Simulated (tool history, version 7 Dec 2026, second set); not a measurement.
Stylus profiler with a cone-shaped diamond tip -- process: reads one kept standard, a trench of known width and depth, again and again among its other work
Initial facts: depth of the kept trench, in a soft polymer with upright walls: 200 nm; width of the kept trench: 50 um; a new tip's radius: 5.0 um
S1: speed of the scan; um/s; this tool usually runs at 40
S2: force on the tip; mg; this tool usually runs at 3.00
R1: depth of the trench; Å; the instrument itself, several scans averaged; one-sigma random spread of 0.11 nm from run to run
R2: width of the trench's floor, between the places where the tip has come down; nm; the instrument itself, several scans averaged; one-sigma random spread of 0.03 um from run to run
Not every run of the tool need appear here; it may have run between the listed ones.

Run 1, hour 0.0: usual settings. Result: R1 2024.6 Å, R2 47000 nm.
Run 2, hour 9.9: usual settings but S1 93 um/s. Result: R1 2023.7 Å, R2 46850 nm.
Run 3, hour 33.3: usual settings but S1 93 um/s, S2 1.18 mg. Result: R1 2012.4 Å, R2 46620 nm.
Run 4, hour 46.6: usual settings but S1 93 um/s, S2 1.18 mg. Result: R1 2012.7 Å, R2 46690 nm.
Run 5, hour 61.0: usual settings but S1 93 um/s, S2 1.18 mg. Result: R1 2013.1 Å, R2 46600 nm.
Run 6, hour 75.1: usual settings but S1 93 um/s, S2 1.18 mg. Result: R1 2013.0 Å, R2 46630 nm.
Run 7, hour 94.8: usual settings but S1 93 um/s, S2 1.18 mg. Result: R1 2012.8 Å, R2 46620 nm.
Run 8, hour 107.2: usual settings but S2 1.19 mg. Result: R1 2011.3 Å, R2 46950 nm.
Run 9, hour 131.7: usual settings but S2 1.19 mg. Result: R1 2011.8 Å, R2 46990 nm.
Run 10, hour 153.1: usual settings but S1 23 um/s, S2 5.86 mg. Result: R1 2035.9 Å, R2 47150 nm.
Run 11, hour 167.6: usual settings but S1 15 um/s, S2 3.12 mg. Result: R1 2023.4 Å, R2 47180 nm.
Run 12, hour 185.4: usual settings but S1 15 um/s, S2 3.12 mg. Result: R1 2023.9 Å, R2 47130 nm.
Run 13, hour 196.1: usual settings but S1 62 um/s, S2 4.64 mg. Result: R1 2032.1 Å, R2 46980 nm.
Run 14, hour 210.5: usual settings but S1 62 um/s, S2 4.64 mg. Result: R1 2030.9 Å, R2 46970 nm.
Run 15, hour 221.1: usual settings but S1 62 um/s, S2 4.64 mg. Result: R1 2030.7 Å, R2 47000 nm.
Run 16, hour 231.4: usual settings but S1 38 um/s, S2 1.24 mg. Result: R1 2014.2 Å, R2 46970 nm.
Run 17, hour 247.0: usual settings but S1 152 um/s, S2 7.12 mg. Result: R1 2043.4 Å, R2 46790 nm.
Run 18, hour 258.5: usual settings but S1 152 um/s, S2 7.12 mg. Result: R1 2041.3 Å, R2 46840 nm.

Predict each of these 5 candidate next runs independently; none follows another, all start after run 18:
Run A, hour 278.6: usual settings but S1 88 um/s, S2 1.43 mg. Result: R1 ?, R2 ?.
Run B, hour 278.6: usual settings but S2 2.20 mg. Result: R1 ?, R2 ?.
Run C, hour 278.6: usual settings but S1 26 um/s, S2 1.25 mg. Result: R1 ?, R2 ?.
Run D, hour 278.6: usual settings but S2 2.94 mg. Result: R1 ?, R2 ?.
Run E, hour 278.6: usual settings but S1 57 um/s, S2 3.15 mg. Result: R1 ?, R2 ?.

run      R1     R2
  A  2012.5  46710
  B  2021.3  46990
  C  2011.2  47020
  D  2022.7  47060
  E  2024.0  46950
Without the tool's unlogged condition, the same runs would have read:
run      R1     R2
  A  2012.6  46720
  B  2021.4  47000
  C  2011.3  47020
  D  2022.8  47070
  E  2024.0  46960
